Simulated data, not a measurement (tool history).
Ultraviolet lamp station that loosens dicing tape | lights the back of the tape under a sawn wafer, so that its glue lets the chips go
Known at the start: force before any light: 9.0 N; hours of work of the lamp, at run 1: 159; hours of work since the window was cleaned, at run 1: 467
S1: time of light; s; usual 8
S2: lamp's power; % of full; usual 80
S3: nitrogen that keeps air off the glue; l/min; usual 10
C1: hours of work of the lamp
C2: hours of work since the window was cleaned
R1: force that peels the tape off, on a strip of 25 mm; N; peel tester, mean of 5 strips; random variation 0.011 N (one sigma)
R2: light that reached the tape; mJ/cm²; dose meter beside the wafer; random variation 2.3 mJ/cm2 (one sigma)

Run 1, day 0: usual settings; C1 159; C2 467. Result: R1 0.615 N, R2 192 mJ/cm².
At day 0.638: window cleaned of glue's vapour.
Run 2, day 1.054: usual settings; C1 170; C2 5. Result: R1 0.648 N, R2 185 mJ/cm².
Run 3, day 2.633: usual settings but S2 70 % of full; C1 188; C2 23. Result: R1 0.833 N, R2 166 mJ/cm².
Run 4, day 3.329: usual settings but S2 70 % of full; C1 196; C2 31. Result: R1 0.839 N, R2 158 mJ/cm².
Run 5, day 4.85: usual settings; C1 213; C2 48. Result: R1 0.688 N, R2 178 mJ/cm².
Run 6, day 6.025: usual settings; C1 227; C2 61. Result: R1 0.663 N, R2 177 mJ/cm².
Run 7, day 6.821: usual settings; C1 236; C2 70. Result: R1 0.65 N, R2 175 mJ/cm².
Run 8, day 8.338: usual settings but S3 4 l/min; C1 253; C2 87. Result: R1 1.061 N, R2 175 mJ/cm².
Run 9, day 9.646: usual settings but S3 4 l/min; C1 268; C2 102. Result: R1 1.06 N, R2 174 mJ/cm².
At day 10.092: window cleaned of glue's vapour, once more.
Run 10, day 10.429: usual settings but S3 4 l/min; C1 276; C2 4. Result: R1 0.891 N, R2 194 mJ/cm².
Run 11, day 11.679: usual settings but S1 10 s, S3 4 l/min; C1 291; C2 18. Result: R1 0.606 N, R2 238 mJ/cm².
Run 12, day 13.275: usual settings but S2 92 % of full; C1 309; C2 36. Result: R1 0.45 N, R2 219 mJ/cm².
Run 13, day 14.538: usual settings but S2 92 % of full; C1 323; C2 50. Result: R1 0.474 N, R2 214 mJ/cm².
Run 14, day 15.617: usual settings but S2 92 % of full; C1 335; C2 63. Result: R1 0.493 N, R2 217 mJ/cm².
Run 15, day 16.762: usual settings but S2 92 % of full; C1 348; C2 76. Result: R1 0.479 N, R2 212 mJ/cm².
Run 16, day 17.521: usual settings but S2 92 % of full; C1 357; C2 84. Result: R1 0.501 N, R2 212 mJ/cm².
Run 17, day 18.558: usual settings; C1 369; C2 96. Result: R1 0.648 N, R2 186 mJ/cm².
Run 18, day 19.892: usual settings; C1 384; C2 111. Result: R1 0.655 N, R2 181 mJ/cm².
Run 19, day 21.492: usual settings but S2 62 % of full; C1 402; C2 129. Result: R1 1.05 N, R2 139 mJ/cm².
Run 20, day 22.292: usual settings but S2 62 % of full; C1 411; C2 138. Result: R1 1.088 N, R2 139 mJ/cm².
Run 21, day 23.262: usual settings but S2 62 % of full, S3 20 l/min; C1 422; C2 149. Result: R1 0.911 N, R2 139 mJ/cm².
Run 22, day 24.004: usual settings but S2 82 % of full, S3 12 l/min; C1 430; C2 158. Result: R1 0.615 N, R2 182 mJ/cm².
Run 23, day 25.358: usual settings but S2 70 % of full, S3 4 l/min; C1 446; C2 173. Result: R1 1.375 N, R2 156 mJ/cm².
Run 24, day 26.542: usual settings but S3 18 l/min; C1 459; C2 187. Result: R1 0.573 N, R2 176 mJ/cm².
Run 25, day 27.983: usual settings but S1 5 s, S2 81 % of full, S3 6 l/min; C1 475; C2 203. Result: R1 1.937 N, R2 108 mJ/cm².
Run 26, day 28.829: usual settings but S2 62 % of full, S3 4 l/min; C1 485; C2 213. Result: R1 1.722 N, R2 130 mJ/cm².
Run 27, day 30.388: usual settings but S2 62 % of full, S3 4 l/min; C1 503; C2 230. Result: R1 1.724 N, R2 133 mJ/cm².
Run 28, day 31.375: usual settings but S2 62 % of full, S3 4 l/min; C1 514; C2 241. Result: R1 1.772 N, R2 128 mJ/cm².
Run 29, day 32.062: usual settings but S2 62 % of full, S3 4 l/min; C1 522; C2 249. Result: R1 1.764 N, R2 129 mJ/cm².
Run 30, day 32.883: usual settings but S2 62 % of full, S3 4 l/min; C1 531; C2 259. Result: R1 1.807 N, R2 126 mJ/cm².
Run 31, day 34.233: usual settings but S2 62 % of full, S3 4 l/min; C1 546; C2 274. Result: R1 1.777 N, R2 128 mJ/cm².
Run 32, day 35.662: usual settings but S2 65 % of full, S3 18 l/min; C1 563; C2 290. Result: R1 0.93 N, R2 132 mJ/cm².
Run 33, day 36.683: usual settings but S2 65 % of full, S3 18 l/min; C1 574; C2 302. Result: R1 0.951 N, R2 134 mJ/cm².
Run 34, day 37.462: usual settings but S1 4 s; C1 583; C2 310. Result: R1 2.52 N, R2 79 mJ/cm².
Run 35, day 38.425: usual settings but S1 9 s; C1 594; C2 321. Result: R1 0.642 N, R2 183 mJ/cm².
Run 36, day 39.825: usual settings but S2 67 % of full, S3 7 l/min; C1 610; C2 337. Result: R1 1.328 N, R2 133 mJ/cm².
Run 37, day 40.504: usual settings but S1 13 s, S2 74 % of full, S3 9 l/min; C1 618; C2 345. Result: R1 0.416 N, R2 242 mJ/cm².
Run 38, day 41.404: usual settings but S1 13 s, S2 74 % of full, S3 9 l/min; C1 628; C2 355. Result: R1 0.407 N, R2 236 mJ/cm².
Run 39, day 42.692: usual settings but S1 13 s, S2 74 % of full, S3 9 l/min; C1 642; C2 370. Result: R1 0.429 N, R2 236 mJ/cm².
Run 40, day 43.688: usual settings but S1 7 s, S2 71 % of full, S3 4 l/min; C1 654; C2 381. Result: R1 2.04 N, R2 122 mJ/cm².

The same runs without the tool's hidden state, with the same run-to-run variation:
The hidden state here: lamp's light, % of a new lamp's; light that the window lets through, % of a clean one's; drift of the gauge itself on peel_n, %; drift of the gauge itself on dose_mj_cm2, %.
run     R1   R2
  1  0.477  219
  2  0.485  215
  3  0.605  194
  4  0.608  187
  5  0.489  213
  6  0.467  213
  7  0.452  211
  8  0.727  213
  9  0.716  214
 10  0.724  216
 11   0.49  267
 12  0.364  248
 13  0.379  245
 14   0.39  249
 15  0.374  245
 16  0.387  246
 17  0.482  217
 18  0.478  214
 19  0.753  166
 20  0.775  166
 21  0.636  167
 22  0.432  221
 23  0.961  189
 24  0.394  216
 25  1.384  134
 26  1.191  163
 27  1.174  167
 28  1.193  163
 29   1.18  164
 30    1.2  162
 31  1.166  165
 32  0.556  173
 33  0.557  176
 34  1.713  105
 35  0.381  243
 36   0.77  179
 37  0.285  326
 38  0.272  322
 39  0.283  324
 40   1.22  168
